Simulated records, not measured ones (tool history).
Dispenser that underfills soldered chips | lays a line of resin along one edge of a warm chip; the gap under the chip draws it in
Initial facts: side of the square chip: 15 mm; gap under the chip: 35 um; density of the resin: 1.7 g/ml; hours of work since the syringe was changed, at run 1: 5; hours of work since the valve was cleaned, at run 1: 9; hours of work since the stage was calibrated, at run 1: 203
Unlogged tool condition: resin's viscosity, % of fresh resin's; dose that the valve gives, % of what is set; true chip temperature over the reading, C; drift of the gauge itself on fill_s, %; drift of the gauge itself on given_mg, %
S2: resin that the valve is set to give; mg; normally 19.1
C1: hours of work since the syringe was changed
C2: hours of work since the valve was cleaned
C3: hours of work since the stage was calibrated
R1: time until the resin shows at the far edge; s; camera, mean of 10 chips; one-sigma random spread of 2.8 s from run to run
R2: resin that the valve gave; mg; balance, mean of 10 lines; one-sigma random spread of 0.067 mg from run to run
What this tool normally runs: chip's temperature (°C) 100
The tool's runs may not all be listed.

Run 1, day 0.000: usual settings; C1 5; C2 9; C3 203. Result: R1 326.3 s, R2 18.96 mg.
At day 0.058: new syringe of resin.
At day 0.417: new syringe of resin.
Run 2, day 0.433: usual settings but chip's temperature (°C) 92; C1 0; C2 16; C3 210. Result: R1 397.7 s, R2 18.93 mg.
At day 0.771: new syringe of resin.
Run 3, day 0.867: usual settings but chip's temperature (°C) 92; C1 2; C2 22; C3 216. Result: R1 417.7 s, R2 18.82 mg.
At day 1.138: new syringe of resin.
Run 4, day 1.138: usual settings but chip's temperature (°C) 92; C1 0; C2 26; C3 220. Result: R1 397.8 s, R2 18.82 mg.
At day 1.496: new syringe of resin.
Run 5, day 1.608: usual settings but chip's temperature (°C) 103; C1 2; C2 34; C3 228. Result: R1 256.0 s, R2 18.74 mg.
At day 1.846: new syringe of resin.
Run 6, day 1.854: usual settings; C1 0; C2 37; C3 231. Result: R1 270.7 s, R2 18.71 mg.
At day 2.225: new syringe of resin.
Run 7, day 2.333: usual settings; C1 2; C2 45; C3 239. Result: R1 290.2 s, R2 18.57 mg.
At day 2.579: new syringe of resin.
Run 8, day 2.579: usual settings; C1 0; C2 49; C3 243. Result: R1 267.6 s, R2 18.54 mg.
Run 9, day 2.775: usual settings; C1 3; C2 52; C3 246. Result: R1 306.2 s, R2 18.44 mg.
At day 2.950: new syringe of resin.
Run 10, day 3.179: usual settings; C1 4; C2 58; C3 252. Result: R1 307.5 s, R2 18.36 mg.
At day 3.321: new syringe of resin.
Run 11, day 3.612: usual settings but S2 19.9 mg; C1 5; C2 65; C3 259. Result: R1 317.9 s, R2 19.12 mg.
At day 3.688: new syringe of resin.
Run 12, day 3.950: usual settings but S2 19.9 mg; C1 4; C2 70; C3 264. Result: R1 313.2 s, R2 19.19 mg.
At day 4.038: new syringe of resin.
Run 13, day 4.262: usual settings but S2 19.9 mg; C1 4; C2 75; C3 269. Result: R1 301.5 s, R2 19.08 mg.
At day 4.404: new syringe of resin.
At day 4.446: dispensing valve cleaned and set on the balance.
Run 14, day 4.788: usual settings but S2 18.8 mg; C1 5; C2 5; C3 276. Result: R1 324.0 s, R2 18.70 mg.
At day 4.821: new syringe of resin.
Run 15, day 5.021: usual settings but S2 18.8 mg; C1 3; C2 9; C3 280. Result: R1 296.4 s, R2 18.81 mg.
At day 5.179: new syringe of resin.
Run 16, day 5.500: usual settings but chip's temperature (°C) 103; C1 5; C2 16; C3 287. Result: R1 276.7 s, R2 18.95 mg.
At day 5.533: new syringe of resin.
Run 17, day 5.804: usual settings but chip's temperature (°C) 103; C1 4; C2 21; C3 292. Result: R1 271.2 s, R2 18.89 mg.
At day 5.900: new syringe of resin.
At day 6.283: new syringe of resin.
Run 18, day 6.304: usual settings but chip's temperature (°C) 111; C1 0; C2 29; C3 299. Result: R1 167.0 s, R2 18.79 mg.
At day 6.646: new syringe of resin.
Run 19, day 6.650: usual settings but S2 16.5 mg; C1 0; C2 34; C3 305. Result: R1 268.7 s, R2 16.14 mg.
Run 20, day 6.917: usual settings but chip's temperature (°C) 108, S2 22.6 mg; C1 4; C2 38; C3 309. Result: R1 207.1 s, R2 22.09 mg.
At day 7.042: new syringe of resin.
Run 21, day 7.288: usual settings but chip's temperature (°C) 90, S2 21.0 mg; C1 4; C2 44; C3 315. Result: R1 482.0 s, R2 20.42 mg.
At day 7.433: new syringe of resin.
Run 22, day 7.521: usual settings but S2 21.0 mg; C1 1; C2 47; C3 318. Result: R1 277.5 s, R2 20.55 mg.
At day 7.788: new syringe of resin.
Run 23, day 7.975: usual settings but S2 21.0 mg; C1 3; C2 54; C3 325. Result: R1 285.9 s, R2 20.45 mg.
At day 8.154: new syringe of resin.
Run 24, day 8.317: usual settings but chip's temperature (°C) 95, S2 24.3 mg; C1 3; C2 60; C3 330. Result: R1 365.0 s, R2 23.54 mg.
At day 8.512: new syringe of resin.
Run 25, day 8.708: usual settings but chip's temperature (°C) 104, S2 23.2 mg; C1 3; C2 66; C3 336. Result: R1 234.5 s, R2 22.43 mg.
At day 8.888: new syringe of resin.
Run 26, day 9.175: usual settings but chip's temperature (°C) 111, S2 17.2 mg; C1 5; C2 73; C3 344. Result: R1 194.1 s, R2 16.57 mg.
At day 9.250: new syringe of resin.
At day 9.412: stage's temperature calibrated.
At day 9.517: dispensing valve cleaned and set on the balance.
At day 9.717: new syringe of resin.
Run 27, day 9.733: usual settings but chip's temperature (°C) 109, S2 16.4 mg; C1 0; C2 3; C3 4. Result: R1 195.2 s, R2 16.40 mg.
At day 10.083: new syringe of resin.
Run 28, day 10.208: usual settings but chip's temperature (°C) 90, S2 24.0 mg; C1 2; C2 11; C3 12. Result: R1 485.7 s, R2 23.72 mg.
At day 10.442: new syringe of resin.
Run 29, day 10.508: usual settings but S2 19.5 mg; C1 1; C2 15; C3 16. Result: R1 288.6 s, R2 19.29 mg.
Run 30, day 10.750: usual settings but S2 19.5 mg; C1 5; C2 19; C3 20. Result: R1 337.9 s, R2 19.25 mg.
At day 10.800: new syringe of resin.
At day 11.158: new syringe of resin.
Run 31, day 11.188: usual settings but chip's temperature (°C) 103, S2 21.0 mg; C1 0; C2 26; C3 27. Result: R1 243.1 s, R2 20.72 mg.
At day 11.525: new syringe of resin.
Run 32, day 11.617: usual settings but chip's temperature (°C) 102, S2 18.8 mg; C1 1; C2 32; C3 33. Result: R1 282.2 s, R2 18.53 mg.
At day 11.888: new syringe of resin.
Run 33, day 11.954: usual settings but chip's temperature (°C) 112, S2 19.2 mg; C1 1; C2 37; C3 38. Result: R1 171.8 s, R2 18.84 mg.

Each row is a separate what-if for the run after 33, all from the same tool condition, not one after another. Results?
At day 12.238: new syringe of resin.
Run A, day 12.354: usual settings but chip's temperature (°C) 101, S2 19.2 mg; C1 2; C2 44; C3 45. Result: R1 ?, R2 ?.
At day 12.238: new syringe of resin.
Run B, day 12.354: usual settings but chip's temperature (°C) 108, S2 24.8 mg; C1 2; C2 44; C3 45. Result: R1 ?, R2 ?.
At day 12.238: new syringe of resin.
Run C, day 12.354: usual settings but chip's temperature (°C) 87, S2 18.1 mg; C1 2; C2 44; C3 45. Result: R1 ?, R2 ?.
At day 12.238: new syringe of resin.
Run D, day 12.354: usual settings but chip's temperature (°C) 99, S2 17.8 mg; C1 2; C2 44; C3 45. Result: R1 ?, R2 ?.
At day 12.238: new syringe of resin.
Run E, day 12.354: usual settings but chip's temperature (°C) 93; C1 2; C2 44; C3 45. Result: R1 ?, R2 ?.

run     R1     R2
  A  286.9  18.69
  B  201.1  24.12
  C  571.7  17.75
  D  321.1  17.45
  E  419.7  18.59
With no hidden state in the tool, these same runs would have given:
run     R1     R2
  A  270.3  19.15
  B  190.1  24.73
  C  538.3  18.19
  D  302.0  17.89
  E  395.6  19.05
